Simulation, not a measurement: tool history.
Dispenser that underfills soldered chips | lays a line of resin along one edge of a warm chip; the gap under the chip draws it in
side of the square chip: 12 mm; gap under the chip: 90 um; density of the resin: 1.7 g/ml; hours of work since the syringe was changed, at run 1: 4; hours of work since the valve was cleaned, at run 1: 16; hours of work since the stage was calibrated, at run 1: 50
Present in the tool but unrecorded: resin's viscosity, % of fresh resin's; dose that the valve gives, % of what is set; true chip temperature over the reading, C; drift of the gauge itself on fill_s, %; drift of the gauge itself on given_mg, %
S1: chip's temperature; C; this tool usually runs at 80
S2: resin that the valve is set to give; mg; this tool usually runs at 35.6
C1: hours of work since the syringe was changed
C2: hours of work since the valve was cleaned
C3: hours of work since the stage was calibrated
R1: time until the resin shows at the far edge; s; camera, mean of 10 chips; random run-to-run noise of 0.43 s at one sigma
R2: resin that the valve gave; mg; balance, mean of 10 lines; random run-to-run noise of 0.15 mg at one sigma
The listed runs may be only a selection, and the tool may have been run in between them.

run	hour	S1	S2	C1	C2	C3	R1	R2
1	0	80	35.6	4	16	50	45.3	35.53
# hour 6: new syringe of resin
2	8.8	80	35.6	2	23	56	35.9	35.09
3	16.2	80	35.6	7	28	62	56.9	35.14
# hour 18: new syringe of resin
4	23.8	80	35.6	4	33	67	44.6	34.95
# hour 29.9: new syringe of resin
5	29.9	80	35.6	0	37	71	31.2	34.95
6	37.3	80	34.3	5	43	76	50.7	33.46
# hour 42.2: new syringe of resin
7	46.2	80	34.3	3	49	83	39.6	33.36
# hour 54.2: new syringe of resin
8	55.5	80	34.3	1	55	89	33.6	33.25
9	65	80	34.3	8	62	96	61.4	33.07
# hour 66.4: new syringe of resin
10	75.3	80	34.3	6	69	103	53.1	33.04
# hour 78.4: new syringe of resin
11	82.4	80	34.3	3	74	108	40.5	33.03
# hour 89.9: new syringe of resin
12	90.8	83	34.3	1	80	114	29.4	32.64
13	97.3	83	34.3	5	85	118	44.1	32.77
# hour 101.5: new syringe of resin
# hour 105: dispensing valve cleaned and set on the balance
14	107.5	83	34.3	4	2	125	38.7	34.35
# hour 114.3: new syringe of resin
15	116.4	73	38.5	1	8	131	40.7	38.17
16	125.3	95	32	8	14	137	39.6	31.55
# hour 126.4: new syringe of resin
17	136.8	95	32	7	22	146	39.1	31.48
# hour 138.1: new syringe of resin
18	142.8	71	32	3	27	150	53.9	31.55
19	149	92	46	8	31	154	42.4	45.23
# hour 150: new syringe of resin
20	157.1	80	33	5	37	160	46.8	32.33
# hour 162.1: new syringe of resin
21	166.9	89	35.5	3	43	167	32.3	34.55
# hour 173.7: new syringe of resin
22	173.7	83	33	0	48	171	28.1	32.05
23	178.7	77	40.6	4	52	175	44.4	39.1
# hour 185.6: new syringe of resin
24	186	75	39.1	0	57	180	35.7	37.55
25	195.5	77	37.4	7	64	187	62.1	35.76

Consider 5 possible next runs. They are alternatives, not a sequence: every one starts from the tool as it was left by run 25. What does each give?
# hour 197.6: new syringe of resin
A	206.9	74	41.4	7	72	195	?	?
# hour 197.6: new syringe of resin
B	206.9	75	37.4	7	72	195	?	?
# hour 197.6: new syringe of resin
C	206.9	68	37.4	7	72	195	?	?
# hour 197.6: new syringe of resin
D	206.9	72	36.5	7	72	195	?	?
# hour 197.6: new syringe of resin
E	206.9	75	32.5	7	72	195	?	?

run	R1	R2
A	62.9	39.38
B	62.7	35.88
C	76.4	35.5
D	68	34.93
E	63.9	30.97
What these runs would have given with no unlogged condition in the tool:
run	R1	R2
A	36.3	41.28
B	36.2	37.61
C	44.2	37.21
D	39.3	36.61
E	36.7	32.47
